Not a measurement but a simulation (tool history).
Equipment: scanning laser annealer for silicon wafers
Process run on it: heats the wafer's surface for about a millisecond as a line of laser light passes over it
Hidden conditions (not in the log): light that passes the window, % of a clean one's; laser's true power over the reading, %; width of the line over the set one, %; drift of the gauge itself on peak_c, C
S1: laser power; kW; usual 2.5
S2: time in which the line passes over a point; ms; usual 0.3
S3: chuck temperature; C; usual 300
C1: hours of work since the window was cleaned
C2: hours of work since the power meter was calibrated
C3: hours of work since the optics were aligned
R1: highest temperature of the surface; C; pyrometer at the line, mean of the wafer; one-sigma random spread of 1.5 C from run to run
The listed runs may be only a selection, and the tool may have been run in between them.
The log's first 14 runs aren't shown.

run,hour,S1,S2,S3,C1,C2,C3,R1
15,433.2,2.5,0.257,300,274,328,654,985
16,468.9,2.708,0.257,300,290,343,670,1052
17,508.1,2.708,0.257,300,307,360,687,1052
18,525.7,2.5,0.3,327,315,368,695,1074
19,544.1,2.5,0.3,327,323,376,703,1075
20,580.8,2.5,0.308,327,339,392,719,1086
21,609.3,2.607,0.308,328,351,404,731,1123
22,635.2,2.5,0.227,267,363,416,743,904
23,666.2,2.517,0.293,303,376,429,756,1047
24,685.3,2.517,0.309,318,384,438,765,1082
# hour 693.8: optics aligned, line set to its width
25,725.6,2.517,0.309,318,400,453,14,1075
26,754.1,2.517,0.277,325,412,465,26,1036
27,789.2,2.517,0.33,305,428,481,42,1093
28,814.8,2.517,0.33,305,439,492,53,1090
29,855.6,2.739,0.3,333,457,510,71,1155
30,876.4,2.739,0.3,333,466,519,80,1152
# hour 890.3: optics aligned, line set to its width, once more
31,907.6,2.284,0.3,285,477,530,8,959
32,940.9,2.408,0.323,261,492,545,22,1014
33,971.4,2.408,0.323,261,505,558,35,1014

Expected results for the next run?
34,1010.7,2.408,0.323,261,522,575,53,?

{"run 34": {"R1": 1013}}
Minus the tool's unlogged condition, the same run would have read R1 1025 C.

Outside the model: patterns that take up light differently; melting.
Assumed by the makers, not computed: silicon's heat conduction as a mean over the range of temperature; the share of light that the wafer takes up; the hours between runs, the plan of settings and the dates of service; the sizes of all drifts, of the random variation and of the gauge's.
